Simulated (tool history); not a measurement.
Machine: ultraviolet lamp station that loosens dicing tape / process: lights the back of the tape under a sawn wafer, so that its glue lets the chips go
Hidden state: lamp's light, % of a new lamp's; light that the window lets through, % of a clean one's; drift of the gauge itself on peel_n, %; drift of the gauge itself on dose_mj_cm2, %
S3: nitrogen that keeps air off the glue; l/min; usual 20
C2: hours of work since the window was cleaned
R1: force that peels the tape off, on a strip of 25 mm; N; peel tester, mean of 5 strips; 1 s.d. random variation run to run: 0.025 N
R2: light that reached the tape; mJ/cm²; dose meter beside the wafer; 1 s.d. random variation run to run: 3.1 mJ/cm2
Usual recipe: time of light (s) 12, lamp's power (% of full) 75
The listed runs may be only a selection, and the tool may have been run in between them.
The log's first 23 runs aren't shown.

{"hour": 605.3, "done": "window cleaned of glue's vapour"}
{"run": 24, "hour": 612.2, "time of light (s)": 7, "lamp's power (% of full)": 84, "S3": 20, "hours of work of the lamp": 998, "C2": 5, "R1": 2.354, "R2": 313}
{"run": 25, "hour": 631.7, "time of light (s)": 7, "lamp's power (% of full)": 84, "S3": 20, "hours of work of the lamp": 1014, "C2": 21, "R1": 2.452, "R2": 315}
{"run": 26, "hour": 658.3, "time of light (s)": 12, "lamp's power (% of full)": 99, "S3": 20, "hours of work of the lamp": 1035, "C2": 42, "R1": 0.703, "R2": 630}
{"run": 27, "hour": 676.4, "time of light (s)": 12, "lamp's power (% of full)": 99, "S3": 20, "hours of work of the lamp": 1049, "C2": 56, "R1": 0.699, "R2": 630}
{"run": 28, "hour": 704.0, "time of light (s)": 10, "lamp's power (% of full)": 96, "S3": 17, "hours of work of the lamp": 1071, "C2": 78, "R1": 1.196, "R2": 512}
{"run": 29, "hour": 741.7, "time of light (s)": 12, "lamp's power (% of full)": 80, "S3": 22, "hours of work of the lamp": 1101, "C2": 108, "R1": 1.006, "R2": 514}
{"run": 30, "hour": 777.6, "time of light (s)": 10, "lamp's power (% of full)": 66, "S3": 10, "hours of work of the lamp": 1129, "C2": 136, "R1": 2.911, "R2": 348}
{"run": 31, "hour": 812.2, "time of light (s)": 14, "lamp's power (% of full)": 63, "S3": 10, "hours of work of the lamp": 1156, "C2": 163, "R1": 1.948, "R2": 469}
{"run": 32, "hour": 831.0, "time of light (s)": 7, "lamp's power (% of full)": 83, "S3": 28, "hours of work of the lamp": 1171, "C2": 178, "R1": 2.18, "R2": 304}
{"run": 33, "hour": 852.2, "time of light (s)": 7, "lamp's power (% of full)": 83, "S3": 28, "hours of work of the lamp": 1188, "C2": 195, "R1": 2.243, "R2": 309}
{"run": 34, "hour": 888.6, "time of light (s)": 17, "lamp's power (% of full)": 94, "S3": 28, "hours of work of the lamp": 1216, "C2": 223, "R1": 0.275, "R2": 853}
{"run": 35, "hour": 913.5, "time of light (s)": 16, "lamp's power (% of full)": 94, "S3": 8, "hours of work of the lamp": 1236, "C2": 243, "R1": 0.811, "R2": 795}
{"run": 36, "hour": 943.4, "time of light (s)": 12, "lamp's power (% of full)": 81, "S3": 14, "hours of work of the lamp": 1260, "C2": 267, "R1": 1.326, "R2": 511}
{"run": 37, "hour": 980.3, "time of light (s)": 12, "lamp's power (% of full)": 81, "S3": 14, "hours of work of the lamp": 1289, "C2": 296, "R1": 1.342, "R2": 519}
{"run": 38, "hour": 1010.7, "time of light (s)": 12, "lamp's power (% of full)": 81, "S3": 14, "hours of work of the lamp": 1313, "C2": 320, "R1": 1.36, "R2": 520}
{"run": 39, "hour": 1035.1, "time of light (s)": 12, "lamp's power (% of full)": 81, "S3": 23, "hours of work of the lamp": 1332, "C2": 339, "R1": 0.991, "R2": 518}
{"run": 40, "hour": 1050.7, "time of light (s)": 16, "lamp's power (% of full)": 77, "S3": 11, "hours of work of the lamp": 1344, "C2": 351, "R1": 0.977, "R2": 650}
{"run": 41, "hour": 1076.4, "time of light (s)": 7, "lamp's power (% of full)": 96, "S3": 14, "hours of work of the lamp": 1364, "C2": 371, "R1": 2.445, "R2": 361}
{"run": 42, "hour": 1114.2, "time of light (s)": 9, "lamp's power (% of full)": 93, "S3": 35, "hours of work of the lamp": 1394, "C2": 401, "R1": 1.06, "R2": 443}
{"run": 43, "hour": 1149.9, "time of light (s)": 9, "lamp's power (% of full)": 93, "S3": 35, "hours of work of the lamp": 1422, "C2": 429, "R1": 1.035, "R2": 445}

3 ways to go on from here, each from the tool as it stands after run 43. What would each give?
{"run": "A", "hour": 1173.9, "time of light (s)": 8, "lamp's power (% of full)": 77, "S3": 14, "hours of work of the lamp": 1441, "C2": 448, "R1": "?", "R2": "?"}
{"run": "B", "hour": 1173.9, "time of light (s)": 12, "lamp's power (% of full)": 87, "S3": 20, "hours of work of the lamp": 1441, "C2": 448, "R1": "?", "R2": "?"}
{"run": "C", "hour": 1173.9, "time of light (s)": 8, "lamp's power (% of full)": 75, "S3": 20, "hours of work of the lamp": 1441, "C2": 448, "R1": "?", "R2": "?"}

run=A R1=2.718 R2=331
run=B R1=0.944 R2=551
run=C R1=2.321 R2=317
What these runs would have given with no unlogged condition in the tool:
run=A R1=2.700 R2=333
run=B R1=0.933 R2=554
run=C R1=2.304 R2=319
